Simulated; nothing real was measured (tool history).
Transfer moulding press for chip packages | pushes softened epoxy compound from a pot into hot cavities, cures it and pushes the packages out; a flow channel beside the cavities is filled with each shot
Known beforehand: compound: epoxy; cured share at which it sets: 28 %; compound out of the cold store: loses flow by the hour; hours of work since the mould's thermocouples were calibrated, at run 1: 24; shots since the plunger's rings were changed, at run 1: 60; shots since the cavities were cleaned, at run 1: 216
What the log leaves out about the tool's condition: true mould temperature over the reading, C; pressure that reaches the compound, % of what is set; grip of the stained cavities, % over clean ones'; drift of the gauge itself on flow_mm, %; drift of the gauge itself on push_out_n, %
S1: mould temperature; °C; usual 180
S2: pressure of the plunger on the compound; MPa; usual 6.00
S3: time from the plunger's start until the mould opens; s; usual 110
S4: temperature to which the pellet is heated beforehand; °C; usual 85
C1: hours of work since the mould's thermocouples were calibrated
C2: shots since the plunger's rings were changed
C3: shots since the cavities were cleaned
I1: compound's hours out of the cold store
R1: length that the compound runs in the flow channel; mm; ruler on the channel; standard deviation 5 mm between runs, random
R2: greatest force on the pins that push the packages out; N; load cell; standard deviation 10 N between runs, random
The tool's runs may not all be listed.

{"run": 1, "hour": 0.0, "S1": 180, "S2": 6.0, "S3": 110, "S4": 85, "C1": 24, "C2": 60, "C3": 216, "I1": 21.6, "R1": 706, "R2": 485}
{"run": 2, "hour": 37.8, "S1": 180, "S2": 6.0, "S3": 110, "S4": 85, "C1": 42, "C2": 333, "C3": 489, "I1": 39.0, "R1": 670, "R2": 475}
{"hour": 60.3, "done": "cavities cleaned with cleaning compound and waxed"}
{"run": 3, "hour": 77.6, "S1": 180, "S2": 6.0, "S3": 110, "S4": 85, "C1": 60, "C2": 609, "C3": 124, "I1": 21.9, "R1": 703, "R2": 480}
{"run": 4, "hour": 131.5, "S1": 180, "S2": 6.0, "S3": 110, "S4": 85, "C1": 85, "C2": 998, "C3": 513, "I1": 28.9, "R1": 690, "R2": 468}
{"hour": 150.0, "done": "cavities cleaned with cleaning compound and waxed"}
{"run": 5, "hour": 177.5, "S1": 180, "S2": 6.0, "S3": 110, "S4": 85, "C1": 106, "C2": 1319, "C3": 198, "I1": 15.7, "R1": 714, "R2": 491}
{"run": 6, "hour": 219.8, "S1": 180, "S2": 6.0, "S3": 110, "S4": 85, "C1": 125, "C2": 1625, "C3": 504, "I1": 16.2, "R1": 720, "R2": 483}
{"hour": 239.2, "done": "cavities cleaned with cleaning compound and waxed"}
{"run": 7, "hour": 263.5, "S1": 180, "S2": 5.39, "S3": 110, "S4": 85, "C1": 145, "C2": 1929, "C3": 175, "I1": 24.3, "R1": 665, "R2": 466}
{"run": 8, "hour": 315.6, "S1": 180, "S2": 5.27, "S3": 110, "S4": 85, "C1": 170, "C2": 2305, "C3": 551, "I1": 27.0, "R1": 654, "R2": 486}
{"hour": 328.9, "done": "cavities cleaned with cleaning compound and waxed"}
{"run": 9, "hour": 342.6, "S1": 181, "S2": 5.27, "S3": 110, "S4": 85, "C1": 181, "C2": 2490, "C3": 99, "I1": 24.1, "R1": 649, "R2": 455}
{"run": 10, "hour": 380.7, "S1": 180, "S2": 6.0, "S3": 110, "S4": 77, "C1": 199, "C2": 2764, "C3": 373, "I1": 23.9, "R1": 690, "R2": 483}
{"hour": 421.5, "done": "cavities cleaned with cleaning compound and waxed"}
{"run": 11, "hour": 430.1, "S1": 180, "S2": 6.0, "S3": 110, "S4": 77, "C1": 222, "C2": 3110, "C3": 62, "I1": 46.3, "R1": 652, "R2": 474}
{"run": 12, "hour": 454.3, "S1": 180, "S2": 6.0, "S3": 110, "S4": 75, "C1": 233, "C2": 3285, "C3": 237, "I1": 29.9, "R1": 686, "R2": 468}
{"run": 13, "hour": 489.4, "S1": 180, "S2": 6.0, "S3": 110, "S4": 85, "C1": 249, "C2": 3538, "C3": 490, "I1": 18.6, "R1": 704, "R2": 489}
{"hour": 510.6, "done": "cavities cleaned with cleaning compound and waxed"}
{"run": 14, "hour": 528.7, "S1": 180, "S2": 6.0, "S3": 110, "S4": 85, "C1": 267, "C2": 3810, "C3": 130, "I1": 41.0, "R1": 665, "R2": 499}
{"run": 15, "hour": 559.5, "S1": 182, "S2": 6.0, "S3": 149, "S4": 89, "C1": 281, "C2": 4033, "C3": 353, "I1": 42.7, "R1": 658, "R2": 425}
{"hour": 591.7, "done": "plunger's sealing rings changed"}
{"hour": 603.2, "done": "cavities cleaned with cleaning compound and waxed"}
{"run": 16, "hour": 603.2, "S1": 182, "S2": 6.0, "S3": 149, "S4": 89, "C1": 300, "C2": 72, "C3": 0, "I1": 27.7, "R1": 689, "R2": 430}
{"run": 17, "hour": 636.4, "S1": 182, "S2": 6.0, "S3": 149, "S4": 89, "C1": 315, "C2": 312, "C3": 240, "I1": 14.2, "R1": 720, "R2": 437}

Expected results for the next run?
{"run": 18, "hour": 687.6, "S1": 182, "S2": 6.0, "S3": 149, "S4": 89, "C1": 339, "C2": 682, "C3": 610, "I1": 41.8, "R1": "?", "R2": "?"}

R1: 661 mm
R2: 436 N
On a tool with no hidden condition, and with the same random variation, this run would have come out at R1 661 mm, R2 429 N.
